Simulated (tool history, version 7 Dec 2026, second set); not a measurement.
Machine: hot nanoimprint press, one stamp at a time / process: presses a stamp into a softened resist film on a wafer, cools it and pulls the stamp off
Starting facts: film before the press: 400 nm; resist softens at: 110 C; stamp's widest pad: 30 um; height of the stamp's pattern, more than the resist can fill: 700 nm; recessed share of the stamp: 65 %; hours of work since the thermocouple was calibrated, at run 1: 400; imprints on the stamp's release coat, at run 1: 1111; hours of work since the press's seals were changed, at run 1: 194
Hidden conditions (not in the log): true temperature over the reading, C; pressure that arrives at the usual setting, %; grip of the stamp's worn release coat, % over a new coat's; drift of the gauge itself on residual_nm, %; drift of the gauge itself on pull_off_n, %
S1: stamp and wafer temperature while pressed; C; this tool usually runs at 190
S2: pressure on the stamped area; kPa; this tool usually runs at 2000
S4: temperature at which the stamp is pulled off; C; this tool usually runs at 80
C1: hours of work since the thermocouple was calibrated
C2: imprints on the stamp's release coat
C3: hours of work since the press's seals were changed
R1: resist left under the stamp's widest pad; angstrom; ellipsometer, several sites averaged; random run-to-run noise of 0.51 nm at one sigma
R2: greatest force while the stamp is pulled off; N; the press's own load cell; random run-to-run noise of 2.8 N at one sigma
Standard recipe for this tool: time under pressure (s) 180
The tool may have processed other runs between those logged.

run 1 hour=0.0 | S1=190 S2=2000 time_under_pressure_(s)=180 S4=80 | C1=400 C2=1111 C3=194 | R1=2363 R2=134
run 2 hour=7.5 | S1=190 S2=2000 time_under_pressure_(s)=180 S4=80 | C1=403 C2=1120 C3=197 | R1=2368 R2=135
run 3 hour=18.5 | S1=190 S2=2000 time_under_pressure_(s)=180 S4=83 | C1=407 C2=1134 C3=201 | R1=2369 R2=128
run 4 hour=29.8 | S1=190 S2=2000 time_under_pressure_(s)=180 S4=83 | C1=412 C2=1148 C3=206 | R1=2381 R2=128
run 5 hour=41.7 | S1=190 S2=2240 time_under_pressure_(s)=180 S4=80 | C1=417 C2=1162 C3=211 | R1=2277 R2=131
run 6 hour=51.7 | S1=190 S2=2240 time_under_pressure_(s)=180 S4=80 | C1=421 C2=1175 C3=215 | R1=2294 R2=130
run 7 hour=63.0 | S1=188 S2=2000 time_under_pressure_(s)=180 S4=80 | C1=426 C2=1189 C3=220 | R1=2497 R2=127
run 8 hour=75.0 | S1=188 S2=2000 time_under_pressure_(s)=180 S4=80 | C1=431 C2=1204 C3=224 | R1=2507 R2=133
run 9 hour=87.5 | S1=190 S2=2490 time_under_pressure_(s)=180 S4=80 | C1=436 C2=1219 C3=230 | R1=2205 R2=128
run 10 hour=99.6 | S1=190 S2=2490 time_under_pressure_(s)=180 S4=80 | C1=441 C2=1234 C3=235 | R1=2207 R2=131
run 11 hour=112.7 | S1=186 S2=2490 time_under_pressure_(s)=180 S4=80 | C1=446 C2=1250 C3=240 | R1=2440 R2=129
run 12 hour=120.7 | S1=186 S2=2490 time_under_pressure_(s)=180 S4=80 | C1=449 C2=1260 C3=243 | R1=2454 R2=126
run 13 hour=130.5 | S1=186 S2=1780 time_under_pressure_(s)=180 S4=68 | C1=454 C2=1272 C3=247 | R1=2753 R2=157
run 14 hour=140.1 | S1=179 S2=1680 time_under_pressure_(s)=180 S4=80 | C1=457 C2=1284 C3=251 | R1=3198 R2=128
-- hour=143.2 gauge calibrated
run 15 hour=149.9 | S1=179 S2=1680 time_under_pressure_(s)=180 S4=80 | C1=462 C2=1297 C3=255 | R1=3130 R2=129
run 16 hour=162.7 | S1=200 S2=2250 time_under_pressure_(s)=143 S4=85 | C1=467 C2=1312 C3=261 | R1=1922 R2=124
run 17 hour=171.2 | S1=190 S2=2160 time_under_pressure_(s)=274 S4=82 | C1=470 C2=1323 C3=264 | R1=2002 R2=127
run 18 hour=183.0 | S1=197 S2=2160 time_under_pressure_(s)=174 S4=67 | C1=475 C2=1338 C3=269 | R1=1968 R2=155

What does the tool deliver on the next run?
run 19 hour=192.9 | S1=182 S2=2160 time_under_pressure_(s)=229 S4=67 | C1=479 C2=1350 C3=273 | R1=? R2=?

Run 19 produced R1 2601 angstrom, R2 159 N.
Were there no unlogged condition in the tool, this run, its random variation unchanged, would have produced R1 2583 angstrom, R2 158 N.
